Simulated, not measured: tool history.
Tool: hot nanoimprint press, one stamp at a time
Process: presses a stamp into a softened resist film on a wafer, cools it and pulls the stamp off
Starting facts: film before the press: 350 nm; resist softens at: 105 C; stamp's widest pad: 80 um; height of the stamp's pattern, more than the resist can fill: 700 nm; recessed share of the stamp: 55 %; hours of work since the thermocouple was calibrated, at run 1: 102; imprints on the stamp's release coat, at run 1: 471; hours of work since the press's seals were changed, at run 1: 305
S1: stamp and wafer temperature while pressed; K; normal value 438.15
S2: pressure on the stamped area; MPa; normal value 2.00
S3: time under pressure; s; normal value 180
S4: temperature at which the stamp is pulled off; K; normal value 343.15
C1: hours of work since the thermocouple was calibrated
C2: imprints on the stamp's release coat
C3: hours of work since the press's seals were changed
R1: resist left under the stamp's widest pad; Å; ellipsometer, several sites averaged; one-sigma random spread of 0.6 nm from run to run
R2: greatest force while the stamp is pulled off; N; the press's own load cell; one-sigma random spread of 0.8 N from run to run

run   hour      S1    S2   S3      S4   C1   C2   C3    R1     R2
  1    0.0  438.15  2.00  180  343.15  102  471  305  1400  100.4
  2   19.0  438.15  2.00  180  343.15  111  525  314  1386  101.1
  3   31.9  438.15  2.00  180  343.15  117  561  320  1410  100.6
  4   42.6  438.15  2.00  180  343.15  122  592  325  1389  100.8
  5   61.9  438.15  2.00  180  343.15  130  647  334  1391  103.0
      81.3  -- stamp cleaned and given a new release coat
  6   88.4  438.15  2.00  180  343.15  140   20  343  1388   94.8
  7  104.5  438.15  2.00  180  343.15  147   66  350  1391   95.5
  8  114.7  438.15  2.00  180  343.15  152   95  355  1390   96.5
  9  136.5  438.15  2.00  180  343.15  162  157  365  1376   96.0
 10  151.9  438.15  2.00  180  343.15  169  201  372  1375   98.2
 11  174.1  438.15  2.00  180  343.15  179  264  383  1381   97.3
 12  192.3  438.15  2.35  180  343.15  188  316  391  1271   98.0
 13  209.9  438.15  2.00  180  332.15  196  366  399  1370  110.5
 14  233.3  438.15  2.00  180  347.15  207  432  410  1382   96.4
 15  252.1  438.15  2.00  180  346.15  215  486  418  1372   95.1
     257.3  -- plate thermocouple calibrated
 16  278.1  433.15  1.91  180  343.15   10  551  429  1706  100.1
 17  301.1  438.15  2.00  180  341.15   20  617  440  1347  103.0
 18  321.9  438.15  2.00  254  341.15   30  676  449  1180  104.9
     331.3  -- stamp cleaned and given a new release coat
 19  350.6  438.15  2.00  254  341.15   40   55  460  1180   97.5
     355.7  -- plate thermocouple calibrated, once more
 20  371.6  435.15  3.18  180  338.15    7  106  468  1278  101.0
 21  392.7  431.15  3.18  180  341.15   17  166  478  1544   99.0
 22  403.3  427.15  3.18  166  341.15   22  196  483  1902   98.6

The next listed run, before its measurement:
 23  416.3  427.15  3.18  166  341.15  28  233  489   ?   ?

Run 23 came out at R1 1891 Å, R2 101.8 N.
Without the tool's hidden state the same run would have given R1 1876 Å, R2 99.1 N.

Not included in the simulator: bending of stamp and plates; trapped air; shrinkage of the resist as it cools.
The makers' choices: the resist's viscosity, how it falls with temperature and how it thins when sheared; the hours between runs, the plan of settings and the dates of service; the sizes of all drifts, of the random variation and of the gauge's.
